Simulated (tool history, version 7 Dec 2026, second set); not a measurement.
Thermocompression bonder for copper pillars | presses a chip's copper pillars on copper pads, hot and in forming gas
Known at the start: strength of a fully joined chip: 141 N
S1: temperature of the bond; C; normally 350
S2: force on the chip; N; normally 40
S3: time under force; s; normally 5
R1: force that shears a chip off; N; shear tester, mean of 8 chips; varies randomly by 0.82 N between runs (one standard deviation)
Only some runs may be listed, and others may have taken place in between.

run 1 hour=0.0 | S1=350 S2=40 S3=5 | R1=57.3
run 2 hour=51.7 | S1=350 S2=40 S3=5 | R1=57.2
run 3 hour=98.1 | S1=350 S2=40 S3=5 | R1=56.5
-- hour=163.8 forming gas filter changed
run 4 hour=175.2 | S1=350 S2=40 S3=5 | R1=60.3
run 5 hour=218.9 | S1=348 S2=40 S3=5 | R1=57.5
run 6 hour=255.3 | S1=348 S2=40 S3=5 | R1=59.2
-- hour=300.6 heater calibrated with a thermocouple chip
run 7 hour=313.5 | S1=348 S2=40 S3=5 | R1=61.7
run 8 hour=374.9 | S1=348 S2=28 S3=5 | R1=51.9
run 9 hour=426.4 | S1=348 S2=28 S3=5 | R1=52.2
run 10 hour=472.7 | S1=348 S2=28 S3=5 | R1=49.9
run 11 hour=515.3 | S1=348 S2=28 S3=5 | R1=52.0
run 12 hour=571.3 | S1=348 S2=28 S3=5 | R1=49.3
run 13 hour=640.2 | S1=350 S2=40 S3=5 | R1=60.6
run 14 hour=716.0 | S1=334 S2=40 S3=5 | R1=50.3
run 15 hour=757.1 | S1=350 S2=41 S3=5 | R1=60.4
run 16 hour=790.1 | S1=350 S2=41 S3=5 | R1=60.0
run 17 hour=846.5 | S1=350 S2=41 S3=5 | R1=58.7
run 18 hour=920.6 | S1=356 S2=40 S3=5 | R1=62.0
run 19 hour=982.8 | S1=356 S2=40 S3=5 | R1=62.3
run 20 hour=1041.6 | S1=379 S2=40 S3=5 | R1=73.6
run 21 hour=1080.7 | S1=350 S2=51 S3=5 | R1=65.5
-- hour=1086.6 forming gas filter changed
run 22 hour=1145.5 | S1=350 S2=51 S3=5 | R1=66.9
run 23 hour=1181.4 | S1=350 S2=51 S3=5 | R1=65.4
run 24 hour=1216.8 | S1=350 S2=51 S3=5 | R1=67.7
run 25 hour=1280.5 | S1=350 S2=27 S3=4 | R1=43.3
run 26 hour=1316.8 | S1=361 S2=40 S3=4 | R1=61.6
run 27 hour=1367.7 | S1=370 S2=58 S3=5 | R1=82.9
run 28 hour=1412.3 | S1=379 S2=50 S3=13 | R1=105.6
run 29 hour=1481.6 | S1=379 S2=50 S3=13 | R1=106.5
run 30 hour=1556.6 | S1=379 S2=50 S3=13 | R1=102.4
run 31 hour=1606.8 | S1=359 S2=27 S3=5 | R1=49.6
run 32 hour=1672.5 | S1=359 S2=27 S3=5 | R1=51.3
run 33 hour=1710.0 | S1=374 S2=27 S3=5 | R1=58.6
run 34 hour=1752.5 | S1=374 S2=27 S3=5 | R1=58.1
run 35 hour=1783.9 | S1=365 S2=58 S3=3 | R1=64.7
run 36 hour=1828.8 | S1=350 S2=25 S3=9 | R1=53.8
-- hour=1888.6 heater calibrated with a thermocouple chip
run 37 hour=1902.6 | S1=327 S2=25 S3=9 | R1=46.1
run 38 hour=1948.0 | S1=327 S2=45 S3=9 | R1=60.5
run 39 hour=1994.5 | S1=334 S2=40 S3=5 | R1=50.2
-- hour=2011.7 forming gas filter changed
run 40 hour=2058.8 | S1=334 S2=40 S3=5 | R1=52.9

3 ways to go on from here, each from the tool as it stands after run 40. What would each give?
run A hour=2115.1 | S1=322 S2=31 S3=7 | R1=?
run B hour=2115.1 | S1=360 S2=40 S3=3 | R1=?
run C hour=2115.1 | S1=350 S2=40 S3=4 | R1=?

run=A R1=44.6
run=B R1=56.3
run=C R1=56.9
Had the tool no hidden state, the same runs would have come out as:
run=A R1=47.7
run=B R1=60.0
run=C R1=60.5
